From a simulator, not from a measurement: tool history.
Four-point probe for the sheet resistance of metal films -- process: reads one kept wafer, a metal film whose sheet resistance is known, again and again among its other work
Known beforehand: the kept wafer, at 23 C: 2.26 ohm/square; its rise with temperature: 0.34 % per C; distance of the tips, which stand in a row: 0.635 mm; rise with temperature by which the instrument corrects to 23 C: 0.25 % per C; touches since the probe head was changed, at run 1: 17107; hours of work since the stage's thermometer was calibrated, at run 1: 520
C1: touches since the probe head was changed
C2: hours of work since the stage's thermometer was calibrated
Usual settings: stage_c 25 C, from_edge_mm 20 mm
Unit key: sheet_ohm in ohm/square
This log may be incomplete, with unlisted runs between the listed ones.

run 1 hour=0 | stage_c=25 from_edge_mm=20 | C1=17107 C2=520 | sheet_ohm=2.265046
run 2 hour=16.6 | stage_c=21 from_edge_mm=20 | C1=17985 C2=531 | sheet_ohm=2.256808
run 3 hour=32.6 | stage_c=25 from_edge_mm=20 | C1=18830 C2=542 | sheet_ohm=2.265259
run 4 hour=62.3 | stage_c=25 from_edge_mm=20 | C1=20406 C2=562 | sheet_ohm=2.264475
run 5 hour=92.6 | stage_c=25 from_edge_mm=20 | C1=22009 C2=583 | sheet_ohm=2.265051
run 6 hour=108 | stage_c=25 from_edge_mm=4 | C1=22824 C2=594 | sheet_ohm=2.29381
run 7 hour=139 | stage_c=25 from_edge_mm=4 | C1=24464 C2=615 | sheet_ohm=2.293328
run 8 hour=161.9 | stage_c=25 from_edge_mm=4 | C1=25673 C2=631 | sheet_ohm=2.293323
run 9 hour=193 | stage_c=25 from_edge_mm=4 | C1=27323 C2=652 | sheet_ohm=2.293991
run 10 hour=214.7 | stage_c=25 from_edge_mm=20 | C1=28467 C2=667 | sheet_ohm=2.26544
run 11 hour=234.7 | stage_c=34 from_edge_mm=20 | C1=29526 C2=681 | sheet_ohm=2.28069
run 12 hour=261.9 | stage_c=25 from_edge_mm=20 | C1=30966 C2=699 | sheet_ohm=2.264276
run 13 hour=289.8 | stage_c=25 from_edge_mm=20 | C1=32442 C2=718 | sheet_ohm=2.264875
run 14 hour=323 | stage_c=25 from_edge_mm=20 | C1=34200 C2=741 | sheet_ohm=2.264907
run 15 hour=357.1 | stage_c=25 from_edge_mm=20 | C1=36003 C2=765 | sheet_ohm=2.265181
run 16 hour=386.3 | stage_c=26 from_edge_mm=20 | C1=37552 C2=785 | sheet_ohm=2.265989
run 17 hour=408.2 | stage_c=26 from_edge_mm=20 | C1=38710 C2=800 | sheet_ohm=2.266576
run 18 hour=433.1 | stage_c=26 from_edge_mm=20 | C1=40025 C2=817 | sheet_ohm=2.266892
run 19 hour=460.7 | stage_c=32 from_edge_mm=20 | C1=41486 C2=836 | sheet_ohm=2.277809
run 20 hour=489.1 | stage_c=25 from_edge_mm=35 | C1=42991 C2=855 | sheet_ohm=2.263573
run 21 hour=520.3 | stage_c=25 from_edge_mm=4 | C1=44642 C2=876 | sheet_ohm=2.294281
run 22 hour=540.2 | stage_c=25 from_edge_mm=4 | C1=45695 C2=890 | sheet_ohm=2.294886
run 23 hour=559.3 | stage_c=25 from_edge_mm=20 | C1=46705 C2=903 | sheet_ohm=2.264376
run 24 hour=575.8 | stage_c=26 from_edge_mm=48 | C1=47582 C2=915 | sheet_ohm=2.265143
run 25 hour=595.7 | stage_c=28 from_edge_mm=5 | C1=48630 C2=928 | sheet_ohm=2.288478
run 26 hour=621.2 | stage_c=28 from_edge_mm=10 | C1=49981 C2=946 | sheet_ohm=2.273533
run 27 hour=655.3 | stage_c=25 from_edge_mm=12 | C1=51786 C2=969 | sheet_ohm=2.266544
run 28 hour=669.6 | stage_c=33 from_edge_mm=9 | C1=52544 C2=979 | sheet_ohm=2.284058
run 29 hour=701.6 | stage_c=23 from_edge_mm=3 | C1=54236 C2=1001 | sheet_ohm=2.31213
run 30 hour=717 | stage_c=19 from_edge_mm=29 | C1=55052 C2=1011 | sheet_ohm=2.252712
run 31 hour=738.6 | stage_c=23 from_edge_mm=74 | C1=56197 C2=1026 | sheet_ohm=2.260314
run 32 hour=767.4 | stage_c=23 from_edge_mm=74 | C1=57717 C2=1046 | sheet_ohm=2.260434
run 33 hour=791.6 | stage_c=29 from_edge_mm=7 | C1=59002 C2=1063 | sheet_ohm=2.281174
run 34 hour=821.3 | stage_c=29 from_edge_mm=7 | C1=60574 C2=1083 | sheet_ohm=2.280632
run 35 hour=835.6 | stage_c=23 from_edge_mm=5 | C1=61328 C2=1093 | sheet_ohm=2.279272
run 36 hour=868 | stage_c=31 from_edge_mm=8 | C1=63042 C2=1115 | sheet_ohm=2.281896
run 37 hour=897 | stage_c=31 from_edge_mm=8 | C1=64576 C2=1135 | sheet_ohm=2.281498
run 38 hour=926.5 | stage_c=29 from_edge_mm=13 | C1=66139 C2=1155 | sheet_ohm=2.274121
run 39 hour=949 | stage_c=29 from_edge_mm=13 | C1=67331 C2=1170 | sheet_ohm=2.273096
run 40 hour=979.5 | stage_c=25 from_edge_mm=24 | C1=68945 C2=1191 | sheet_ohm=2.264486
run 41 hour=993.9 | stage_c=25 from_edge_mm=24 | C1=69704 C2=1201 | sheet_ohm=2.263559
run 42 hour=1023.7 | stage_c=30 from_edge_mm=13 | C1=71283 C2=1222 | sheet_ohm=2.275475
run 43 hour=1038.9 | stage_c=27 from_edge_mm=7 | C1=72087 C2=1232 | sheet_ohm=2.276441
run 44 hour=1071.7 | stage_c=27 from_edge_mm=29 | C1=73821 C2=1255 | sheet_ohm=2.267569
run 45 hour=1089.2 | stage_c=26 from_edge_mm=25 | C1=74751 C2=1267 | sheet_ohm=2.265465
run 46 hour=1118.5 | stage_c=27 from_edge_mm=20 | C1=76301 C2=1287 | sheet_ohm=2.267849

Forecast each of these 3 alternatives for the next run:
run A hour=1148.6 | stage_c=32 from_edge_mm=20 | C1=77895 C2=1307 | sheet_ohm=?
run B hour=1148.6 | stage_c=19 from_edge_mm=11 | C1=77895 C2=1307 | sheet_ohm=?
run C hour=1148.6 | stage_c=22 from_edge_mm=20 | C1=77895 C2=1307 | sheet_ohm=?

run=A sheet_ohm=2.27658
run=B sheet_ohm=2.256726
run=C sheet_ohm=2.25913
Had the tool no hidden state, the same runs would have come out as:
run=A sheet_ohm=2.277048
run=B sheet_ohm=2.257189
run=C sheet_ohm=2.259594
